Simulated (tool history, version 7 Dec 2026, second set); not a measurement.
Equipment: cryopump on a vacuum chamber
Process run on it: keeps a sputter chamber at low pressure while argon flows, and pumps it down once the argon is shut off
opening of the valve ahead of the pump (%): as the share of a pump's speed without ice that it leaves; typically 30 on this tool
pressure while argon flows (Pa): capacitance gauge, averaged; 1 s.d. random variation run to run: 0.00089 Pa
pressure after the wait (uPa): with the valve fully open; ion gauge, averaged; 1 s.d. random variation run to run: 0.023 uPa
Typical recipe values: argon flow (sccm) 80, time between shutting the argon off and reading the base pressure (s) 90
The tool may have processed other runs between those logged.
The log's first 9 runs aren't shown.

run,hour,argon flow (sccm),time between shutting the argon off and reading the base pressure (s),opening of the valve ahead of the pump (%),hours of work since the pump was warmed up and emptied,hours of work since the cold head was overhauled,hours of work since the chamber's fittings were tightened,pressure while argon flows (Pa),pressure after the wait (uPa)
10,114.2,80,90,30,75,75,1257,0.1860,0.92
11,130.2,80,90,30,82,82,1265,0.1871,0.90
12,138.8,80,90,30,86,86,1269,0.1870,0.91
13,155.0,136,90,30,93,93,1276,0.3182,0.92
14,165.9,136,90,30,99,99,1281,0.3166,0.96
15,180.4,80,90,32,105,105,1288,0.1758,0.92
16,191.8,80,30,30,111,111,1293,0.1869,2.24
17,202.4,80,90,17,115,115,1298,0.3265,1.01
18,215.4,80,90,33,122,122,1304,0.1702,0.90
19,223.3,59,94,30,125,125,1308,0.1370,0.96
20,236.7,46,89,30,131,131,1314,0.1078,0.91
21,246.4,80,48,16,136,136,1318,0.3467,1.46
22,254.3,100,164,30,140,140,1322,0.2338,0.60
23,271.9,122,164,44,148,148,1330,0.1968,0.64
24,282.5,76,62,38,153,153,1335,0.1410,1.25
25,299.5,70,77,22,161,161,1343,0.2239,1.01
26,307.4,35,24,54,164,164,1347,0.0462,2.76
27,318.6,35,24,54,169,169,1352,0.0470,2.78
28,327.9,88,193,30,174,174,1356,0.2064,0.59
29,343.8,88,193,30,181,181,1364,0.2087,0.58
30,354.4,34,298,30,186,186,1369,0.0799,0.50
31,372.5,55,35,30,194,194,1377,0.1303,1.99
32,384.1,55,35,30,200,200,1382,0.1305,2.07
33,403.0,34,155,39,209,209,1391,0.0629,0.67

Run 34 is up next; what results do you expect?
34,413.1,50,83,39,213,213,1396,?,?

{"run 34": {"pressure while argon flows (Pa)": 0.0928, "pressure after the wait (uPa)": 1.02}}
Were there no unlogged condition in the tool, this run, its random variation unchanged, would have produced pressure while argon flows (Pa) 0.0891, pressure after the wait (uPa) 0.86.

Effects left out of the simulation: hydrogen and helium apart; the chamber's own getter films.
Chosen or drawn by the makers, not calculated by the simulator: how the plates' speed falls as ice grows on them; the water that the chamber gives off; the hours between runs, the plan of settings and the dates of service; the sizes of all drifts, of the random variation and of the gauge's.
